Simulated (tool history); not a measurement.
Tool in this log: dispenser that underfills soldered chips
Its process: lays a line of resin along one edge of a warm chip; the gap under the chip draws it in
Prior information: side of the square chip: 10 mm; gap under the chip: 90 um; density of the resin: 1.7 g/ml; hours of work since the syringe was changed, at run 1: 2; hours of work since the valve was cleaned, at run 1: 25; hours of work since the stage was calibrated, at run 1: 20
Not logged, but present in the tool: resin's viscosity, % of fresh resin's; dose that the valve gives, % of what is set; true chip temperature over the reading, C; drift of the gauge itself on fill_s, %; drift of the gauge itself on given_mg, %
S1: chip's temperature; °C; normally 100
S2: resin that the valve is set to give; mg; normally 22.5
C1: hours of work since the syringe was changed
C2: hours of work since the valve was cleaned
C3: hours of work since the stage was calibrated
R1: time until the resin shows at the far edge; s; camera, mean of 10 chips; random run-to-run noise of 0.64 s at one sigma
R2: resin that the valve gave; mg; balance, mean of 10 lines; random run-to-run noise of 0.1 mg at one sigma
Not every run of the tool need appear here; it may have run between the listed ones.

Run 1, hour 0: usual settings; C1 2; C2 25; C3 20. Result: R1 65.1 s, R2 22.18 mg.
Run 2, hour 6.5: usual settings; C1 7; C2 30; C3 24. Result: R1 85.9 s, R2 22.06 mg.
At hour 7.7: new syringe of resin.
Run 3, hour 16: usual settings but S2 27.3 mg; C1 6; C2 36; C3 31. Result: R1 77.8 s, R2 26.51 mg.
At hour 18.7: new syringe of resin.
Run 4, hour 24.3: usual settings but S2 27.3 mg; C1 4; C2 42; C3 36. Result: R1 70.4 s, R2 26.36 mg.
At hour 29.4: new syringe of resin.
Run 5, hour 32.6: usual settings but S2 23.9 mg; C1 2; C2 47; C3 42. Result: R1 64 s, R2 22.99 mg.
At hour 39.9: new syringe of resin.
Run 6, hour 39.9: usual settings but S2 23.9 mg; C1 0; C2 52; C3 47. Result: R1 56.3 s, R2 22.83 mg.
Run 7, hour 45: usual settings but S2 23.9 mg; C1 4; C2 56; C3 50. Result: R1 69.3 s, R2 22.97 mg.
At hour 50.6: new syringe of resin.
Run 8, hour 54.1: usual settings but S1 103 °C; C1 2; C2 62; C3 57. Result: R1 59.1 s, R2 21.53 mg.
At hour 61.2: dispensing valve cleaned and set on the balance.
At hour 62.4: new syringe of resin.
Run 9, hour 62.4: usual settings but S1 103 °C; C1 0; C2 1; C3 62. Result: R1 52.3 s, R2 22.66 mg.
At hour 73.4: new syringe of resin.
Run 10, hour 73.4: usual settings but S1 103 °C; C1 0; C2 8; C3 69. Result: R1 51.9 s, R2 22.46 mg.
Run 11, hour 82.8: usual settings but S1 110 °C; C1 7; C2 15; C3 76. Result: R1 61.3 s, R2 22.1 mg.
At hour 83.9: new syringe of resin.
Run 12, hour 91.5: usual settings but S1 88 °C, S2 21.1 mg; C1 5; C2 21; C3 82. Result: R1 122.2 s, R2 20.74 mg.
At hour 95.1: new syringe of resin.
Run 13, hour 99.3: usual settings but S1 88 °C, S2 21.1 mg; C1 3; C2 26; C3 87. Result: R1 105.3 s, R2 20.47 mg.
At hour 105.6: new syringe of resin.
Run 14, hour 108.9: usual settings but S1 96 °C, S2 21.4 mg; C1 2; C2 33; C3 94. Result: R1 74.9 s, R2 20.7 mg.
At hour 116.2: new syringe of resin.
Run 15, hour 119.3: usual settings but S1 98 °C, S2 20.5 mg; C1 2; C2 40; C3 101. Result: R1 71.7 s, R2 19.75 mg.
Run 16, hour 124.9: usual settings but S1 98 °C, S2 20.5 mg; C1 6; C2 44; C3 105. Result: R1 90.5 s, R2 19.63 mg.
At hour 127.2: new syringe of resin.
Run 17, hour 132.7: usual settings but S1 98 °C, S2 20.5 mg; C1 4; C2 49; C3 110. Result: R1 77.9 s, R2 19.53 mg.

Alternative continuations, all from the tool just after run 17; predict every row:
At hour 137.9: new syringe of resin.
Run A, hour 138.1: usual settings but S1 94 °C, S2 23.8 mg; C1 0; C2 53; C3 114. Result: R1 ?, R2 ?.
At hour 137.9: new syringe of resin.
Run B, hour 138.1: usual settings but S1 103 °C, S2 22.6 mg; C1 0; C2 53; C3 114. Result: R1 ?, R2 ?.
At hour 137.9: new syringe of resin.
Run C, hour 138.1: usual settings but S1 103 °C, S2 27.7 mg; C1 0; C2 53; C3 114. Result: R1 ?, R2 ?.
At hour 137.9: new syringe of resin.
Run D, hour 138.1: usual settings but S1 94 °C, S2 20.5 mg; C1 0; C2 53; C3 114. Result: R1 ?, R2 ?.

run    R1     R2
  A  69.3  22.66
  B  50.3  21.46
  C  49.7  26.49
  D    71  19.49
Without the tool's unlogged condition, the same runs would have read:
run    R1     R2
  A  69.9  23.81
  B  50.6  22.55
  C  50.3  27.83
  D  71.1  20.48
